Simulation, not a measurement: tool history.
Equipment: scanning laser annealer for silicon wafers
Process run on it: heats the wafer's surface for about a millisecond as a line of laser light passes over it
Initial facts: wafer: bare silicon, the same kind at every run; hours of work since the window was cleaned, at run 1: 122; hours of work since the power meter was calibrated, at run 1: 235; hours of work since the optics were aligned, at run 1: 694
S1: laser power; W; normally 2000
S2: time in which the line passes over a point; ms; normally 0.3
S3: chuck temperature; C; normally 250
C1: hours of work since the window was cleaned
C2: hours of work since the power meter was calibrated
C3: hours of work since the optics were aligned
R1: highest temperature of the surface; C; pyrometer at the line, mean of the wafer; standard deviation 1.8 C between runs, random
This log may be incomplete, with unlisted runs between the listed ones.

run,day,S1,S2,S3,C1,C2,C3,R1
1,0,2000,0.3,250,122,235,694,986
2,2.504,1997,0.3,250,164,277,736,985
3,4.092,1997,0.3,250,190,303,762,986
4,6.408,2119,0.3,250,229,342,801,1033
5,7.771,2119,0.3,250,252,364,824,1033
6,10.546,2000,0.268,250,298,411,870,944
7,12.146,2000,0.268,250,325,437,896,947
8,14.188,2000,0.268,250,359,471,930,943
9,16.038,1714,0.264,210,390,502,961,792
10,18.483,1837,0.3,231,430,543,1002,899
11,21.367,1837,0.3,231,478,591,1050,894

Consider 3 possible next runs. They are alternatives, not a sequence: every one starts from the tool as it was left by run 11. What does each give?
A,22.567,1837,0.294,247,498,611,1070,?
B,22.567,2088,0.3,250,498,611,1070,?
C,22.567,2000,0.295,250,498,611,1070,?

run,R1
A,906
B,1011
C,971
Stripped of hidden state, with their random variation kept, the same runs would have yielded:
run,R1
A,924
B,1033
C,991
